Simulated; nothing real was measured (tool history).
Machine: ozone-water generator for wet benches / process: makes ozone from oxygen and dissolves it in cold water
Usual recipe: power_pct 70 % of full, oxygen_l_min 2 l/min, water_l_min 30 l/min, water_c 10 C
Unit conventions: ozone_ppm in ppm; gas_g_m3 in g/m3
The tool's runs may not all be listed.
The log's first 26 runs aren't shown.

run	day	power_pct	oxygen_l_min	water_l_min	water_c	ozone_ppm	gas_g_m3
27	29.054	70	2.7	28	7	12.6	188
28	30.346	70	2.7	28	7	12.9	189.5
29	32.025	70	2	20	13	15.3	211.5
30	33.292	57	2	23	10	11.6	184
31	34.621	42	2	30	10	7	145.8
32	35.704	94	1.23	39	10	7.4	318.4
33	37.404	94	1.14	39	10	7.2	328.3
34	39.079	94	1.14	39	10	7.2	327.7

What if the next run were any one of these 3? Each begins from the tool's condition after run 34:
A	40.308	69	2	30	10	?	?
B	40.308	58	2	32	10	?	?
C	40.308	94	1.43	37	11	?	?

run	ozone_ppm	gas_g_m3
A	10	208.2
B	8.3	184.7
C	8.6	302
Without the tool's unlogged condition, the same runs would have read:
run	ozone_ppm	gas_g_m3
A	10.5	216.8
B	8.7	191.4
C	9.1	317.4
